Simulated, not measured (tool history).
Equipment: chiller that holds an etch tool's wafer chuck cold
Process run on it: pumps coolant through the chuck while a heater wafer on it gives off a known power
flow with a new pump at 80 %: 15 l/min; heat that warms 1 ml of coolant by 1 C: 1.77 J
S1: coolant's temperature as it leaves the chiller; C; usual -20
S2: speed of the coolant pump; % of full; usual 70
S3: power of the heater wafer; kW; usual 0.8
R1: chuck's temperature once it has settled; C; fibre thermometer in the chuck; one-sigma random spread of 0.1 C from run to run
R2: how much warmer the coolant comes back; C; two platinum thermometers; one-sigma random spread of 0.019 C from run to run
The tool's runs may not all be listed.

run 1 hour=0 | S1=-20 S2=70 S3=0.8 | R1=-9.4 R2=2.08
run 2 hour=173.7 | S1=-20 S2=70 S3=0.809 | R1=-9.3 R2=2.08
run 3 hour=347.3 | S1=-20 S2=70 S3=0.809 | R1=-9.3 R2=2.09
run 4 hour=457.4 | S1=-20 S2=70 S3=0.8 | R1=-9.6 R2=2.06
run 5 hour=606 | S1=-20 S2=70 S3=0.8 | R1=-9.3 R2=2.05
-- hour=674.7 coolant pump overhauled
run 6 hour=704.9 | S1=-20 S2=70 S3=0.8 | R1=-9.4 R2=2.06
run 7 hour=828.7 | S1=-20 S2=70 S3=0.8 | R1=-9.4 R2=2.08
run 8 hour=922.7 | S1=-20 S2=70 S3=0.8 | R1=-9.4 R2=2.05
-- hour=1025 coolant changed, channels flushed
run 9 hour=1048.3 | S1=-20 S2=70 S3=0.852 | R1=-8.8 R2=2.22
run 10 hour=1131.3 | S1=-20 S2=70 S3=0.852 | R1=-8.7 R2=2.2
run 11 hour=1213.9 | S1=-20 S2=70 S3=0.852 | R1=-8.9 R2=2.21
run 12 hour=1371 | S1=-20 S2=70 S3=0.852 | R1=-8.7 R2=2.23
run 13 hour=1494.9 | S1=-20 S2=70 S3=0.8 | R1=-9.3 R2=2.05
run 14 hour=1628 | S1=-20 S2=70 S3=0.8 | R1=-9.4 R2=2.09
run 15 hour=1771.5 | S1=-20 S2=70 S3=0.8 | R1=-9.4 R2=2.09
run 16 hour=1849.7 | S1=-20 S2=70 S3=0.8 | R1=-9.3 R2=2.09
run 17 hour=2009.2 | S1=-14 S2=79 S3=0.972 | R1=-1.9 R2=2.22
run 18 hour=2114.2 | S1=-14 S2=79 S3=0.972 | R1=-2.4 R2=2.22
run 19 hour=2245.1 | S1=-24 S2=80 S3=0.734 | R1=-15.2 R2=1.66
run 20 hour=2382.2 | S1=-30 S2=91 S3=0.736 | R1=-22.1 R2=1.49
run 21 hour=2473.9 | S1=-19 S2=73 S3=0.8 | R1=-8.8 R2=2
run 22 hour=2582.2 | S1=-19 S2=73 S3=0.8 | R1=-8.8 R2=2.01
run 23 hour=2690.5 | S1=-19 S2=73 S3=0.8 | R1=-8.6 R2=1.96
run 24 hour=2868.5 | S1=-19 S2=73 S3=0.8 | R1=-8.9 R2=2.03
run 25 hour=3010.1 | S1=-21 S2=75 S3=1.138 | R1=-6.8 R2=2.77
run 26 hour=3131.7 | S1=-20 S2=85 S3=0.8 | R1=-10.9 R2=1.69
run 27 hour=3242.2 | S1=-28 S2=62 S3=0.8 | R1=-16.4 R2=2.33
run 28 hour=3392.9 | S1=-24 S2=60 S3=0.428 | R1=-17.6 R2=1.28
run 29 hour=3504.7 | S1=-24 S2=60 S3=0.428 | R1=-17.7 R2=1.28
run 30 hour=3600.8 | S1=-24 S2=79 S3=0.704 | R1=-15.6 R2=1.63

Forecast run 31:
run 31 hour=3724.3 | S1=-19 S2=79 S3=0.704 | R1=? R2=?

Run 31 produced R1 -10.4 C, R2 1.62 C.
On a tool with no hidden condition, and with the same random variation, this run would have come out at R1 -10.4 C, R2 1.61 C.
